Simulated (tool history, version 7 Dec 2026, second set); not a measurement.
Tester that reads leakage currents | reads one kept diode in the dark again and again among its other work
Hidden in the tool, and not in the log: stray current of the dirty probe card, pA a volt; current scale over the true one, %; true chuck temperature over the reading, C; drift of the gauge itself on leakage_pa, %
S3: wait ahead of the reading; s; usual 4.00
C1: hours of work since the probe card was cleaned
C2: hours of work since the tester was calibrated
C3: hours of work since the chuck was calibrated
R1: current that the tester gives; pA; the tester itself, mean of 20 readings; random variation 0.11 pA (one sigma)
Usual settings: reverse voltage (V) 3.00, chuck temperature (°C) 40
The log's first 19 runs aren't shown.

Run 20, hour 540.8: usual settings; C1 705; C2 1516; C3 1662. Result: R1 33.90 pA.
Run 21, hour 557.9: usual settings; C1 712; C2 1523; C3 1669. Result: R1 33.99 pA.
Run 22, hour 594.0: usual settings; C1 727; C2 1538; C3 1684. Result: R1 33.95 pA.
Run 23, hour 627.1: usual settings; C1 740; C2 1551; C3 1697. Result: R1 33.80 pA.
Run 24, hour 663.1: usual settings but reverse voltage (V) 8.26, chuck temperature (°C) 44, S3 2.64 s; C1 755; C2 1566; C3 1712. Result: R1 69.72 pA.
Run 25, hour 693.8: usual settings but reverse voltage (V) 8.26, chuck temperature (°C) 44, S3 2.64 s; C1 768; C2 1579; C3 1725. Result: R1 69.59 pA.
Run 26, hour 722.9: usual settings but reverse voltage (V) 8.26, chuck temperature (°C) 44, S3 2.64 s; C1 780; C2 1591; C3 1737. Result: R1 70.15 pA.
Run 27, hour 743.3: usual settings but reverse voltage (V) 11.85, chuck temperature (°C) 44, S3 2.64 s; C1 788; C2 1599; C3 1746. Result: R1 81.64 pA.
Run 28, hour 761.3: usual settings but reverse voltage (V) 11.85, chuck temperature (°C) 44, S3 2.64 s; C1 796; C2 1607; C3 1753. Result: R1 81.38 pA.
Run 29, hour 778.5: usual settings but reverse voltage (V) 11.85, chuck temperature (°C) 44, S3 2.64 s; C1 803; C2 1614; C3 1760. Result: R1 81.44 pA.
Run 30, hour 815.8: usual settings but reverse voltage (V) 19.70, chuck temperature (°C) 44, S3 2.64 s; C1 818; C2 1629; C3 1776. Result: R1 101.09 pA.
Run 31, hour 849.8: usual settings but reverse voltage (V) 10.32, chuck temperature (°C) 34, S3 2.01 s; C1 832; C2 1643; C3 1790. Result: R1 37.49 pA.
Run 32, hour 876.0: usual settings but reverse voltage (V) 1.15, chuck temperature (°C) 52, S3 2.01 s; C1 843; C2 1654; C3 1800. Result: R1 56.03 pA.
Run 33, hour 899.7: usual settings but reverse voltage (V) 1.15, chuck temperature (°C) 52, S3 2.01 s; C1 853; C2 1664; C3 1810. Result: R1 56.41 pA.
Run 34, hour 937.1: usual settings but reverse voltage (V) 1.15, chuck temperature (°C) 29, S3 8.31 s; C1 869; C2 1680; C3 1826. Result: R1 9.84 pA.
Run 35, hour 958.8: usual settings but reverse voltage (V) 3.68, chuck temperature (°C) 46, S3 2.58 s; C1 878; C2 1689; C3 1835. Result: R1 58.23 pA.
Run 36, hour 980.6: usual settings but reverse voltage (V) 13.36, chuck temperature (°C) 46, S3 7.08 s; C1 887; C2 1698; C3 1844. Result: R1 98.66 pA.
Run 37, hour 1013.8: usual settings but reverse voltage (V) 11.90, chuck temperature (°C) 49, S3 9.37 s; C1 900; C2 1711; C3 1857. Result: R1 116.10 pA.
Run 38, hour 1045.4: usual settings but reverse voltage (V) 1.71, chuck temperature (°C) 24, S3 0.46 s; C1 913; C2 1724; C3 1871. Result: R1 8.58 pA.
Run 39, hour 1078.6: usual settings but reverse voltage (V) 1.71, chuck temperature (°C) 24, S3 0.46 s; C1 927; C2 1738; C3 1884. Result: R1 8.51 pA.
Run 40, hour 1097.2: usual settings but reverse voltage (V) 1.71, chuck temperature (°C) 24, S3 0.46 s; C1 935; C2 1746; C3 1892. Result: R1 8.53 pA.
Run 41, hour 1120.6: usual settings but reverse voltage (V) 14.18, chuck temperature (°C) 28, S3 3.80 s; C1 945; C2 1756; C3 1902. Result: R1 29.03 pA.

Forecast each of these 3 alternatives for the next run:
Run A, hour 1150.6: usual settings but reverse voltage (V) 4.23, chuck temperature (°C) 23, S3 2.42 s; C1 957; C2 1768; C3 1914. Result: R1 ?.
Run B, hour 1150.6: usual settings but reverse voltage (V) 10.02, chuck temperature (°C) 21; C1 957; C2 1768; C3 1914. Result: R1 ?.
Run C, hour 1150.6: usual settings but reverse voltage (V) 10.93, S3 0.46 s; C1 957; C2 1768; C3 1914. Result: R1 ?.

run     R1
  A  11.34
  B  15.26
  C  63.72
Without the tool's hidden state the same runs would have given:
run     R1
  A   9.14
  B  10.91
  C  56.21

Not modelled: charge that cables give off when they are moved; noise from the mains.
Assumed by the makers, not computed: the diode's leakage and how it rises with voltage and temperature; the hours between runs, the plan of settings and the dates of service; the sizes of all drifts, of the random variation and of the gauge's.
